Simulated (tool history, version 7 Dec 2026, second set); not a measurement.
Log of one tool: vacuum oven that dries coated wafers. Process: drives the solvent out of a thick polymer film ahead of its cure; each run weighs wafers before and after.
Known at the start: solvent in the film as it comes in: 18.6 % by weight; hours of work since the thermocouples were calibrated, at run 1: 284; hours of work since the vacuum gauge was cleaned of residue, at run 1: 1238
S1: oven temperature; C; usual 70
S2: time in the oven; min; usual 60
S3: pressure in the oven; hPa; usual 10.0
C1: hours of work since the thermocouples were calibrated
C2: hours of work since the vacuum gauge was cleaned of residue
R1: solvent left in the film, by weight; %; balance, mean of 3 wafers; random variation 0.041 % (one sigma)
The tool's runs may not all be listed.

run 1 day=0.000 | S1=70 S2=60 S3=10.0 | C1=284 C2=1238 | R1=4.99
run 2 day=1.508 | S1=70 S2=60 S3=10.0 | C1=302 C2=1256 | R1=4.93
run 3 day=4.017 | S1=70 S2=60 S3=10.0 | C1=332 C2=1287 | R1=4.95
run 4 day=5.746 | S1=70 S2=60 S3=6.4 | C1=354 C2=1308 | R1=4.90
run 5 day=7.383 | S1=84 S2=60 S3=10.0 | C1=373 C2=1328 | R1=0.80
run 6 day=8.617 | S1=70 S2=60 S3=10.0 | C1=388 C2=1343 | R1=4.98
run 7 day=9.742 | S1=70 S2=81 S3=10.0 | C1=402 C2=1357 | R1=3.53
run 8 day=12.275 | S1=70 S2=81 S3=10.0 | C1=433 C2=1388 | R1=3.49
run 9 day=14.508 | S1=70 S2=81 S3=10.0 | C1=460 C2=1415 | R1=3.57
run 10 day=16.992 | S1=77 S2=60 S3=10.0 | C1=491 C2=1445 | R1=2.41
run 11 day=19.233 | S1=78 S2=60 S3=10.0 | C1=518 C2=1472 | R1=2.13
run 12 day=20.954 | S1=70 S2=60 S3=10.0 | C1=539 C2=1493 | R1=5.07
run 13 day=23.108 | S1=70 S2=60 S3=10.0 | C1=565 C2=1520 | R1=5.00
run 14 day=25.783 | S1=70 S2=60 S3=10.0 | C1=598 C2=1552 | R1=5.13
-- day=27.033 oven's thermocouples calibrated
run 15 day=27.462 | S1=70 S2=60 S3=10.0 | C1=5 C2=1572 | R1=4.62
run 16 day=29.133 | S1=70 S2=69 S3=10.0 | C1=26 C2=1592 | R1=3.88
run 17 day=30.296 | S1=70 S2=69 S3=10.0 | C1=40 C2=1606 | R1=3.92
run 18 day=32.208 | S1=55 S2=54 S3=8.9 | C1=63 C2=1629 | R1=11.07
run 19 day=33.954 | S1=66 S2=49 S3=12.5 | C1=84 C2=1651 | R1=7.52
run 20 day=35.425 | S1=66 S2=49 S3=12.5 | C1=102 C2=1669 | R1=7.61
run 21 day=38.108 | S1=78 S2=60 S3=13.3 | C1=135 C2=1701 | R1=1.98
run 22 day=40.304 | S1=84 S2=47 S3=10.0 | C1=162 C2=1728 | R1=1.25
run 23 day=42.433 | S1=84 S2=47 S3=10.0 | C1=188 C2=1754 | R1=1.21
run 24 day=43.846 | S1=84 S2=47 S3=10.0 | C1=205 C2=1771 | R1=1.27
run 25 day=45.579 | S1=84 S2=77 S3=5.4 | C1=226 C2=1792 | R1=0.40
run 26 day=48.142 | S1=61 S2=60 S3=19.2 | C1=257 C2=1824 | R1=8.94
run 27 day=49.525 | S1=70 S2=35 S3=27.6 | C1=274 C2=1840 | R1=8.08
run 28 day=50.871 | S1=70 S2=56 S3=5.6 | C1=290 C2=1857 | R1=4.92

4 ways to go on from here, each from the tool as it stands after run 28. What would each give?
run A day=52.538 | S1=71 S2=52 S3=6.7 | C1=311 C2=1877 | R1=?
run B day=52.538 | S1=70 S2=60 S3=10.5 | C1=311 C2=1877 | R1=?
run C day=52.538 | S1=75 S2=66 S3=39.3 | C1=311 C2=1877 | R1=?
run D day=52.538 | S1=70 S2=31 S3=13.5 | C1=311 C2=1877 | R1=?

run=A R1=4.83
run=B R1=4.70
run=C R1=3.52
run=D R1=8.18
Without the tool's hidden state the same runs would have given:
run=A R1=4.88
run=B R1=4.74
run=C R1=3.53
run=D R1=8.24
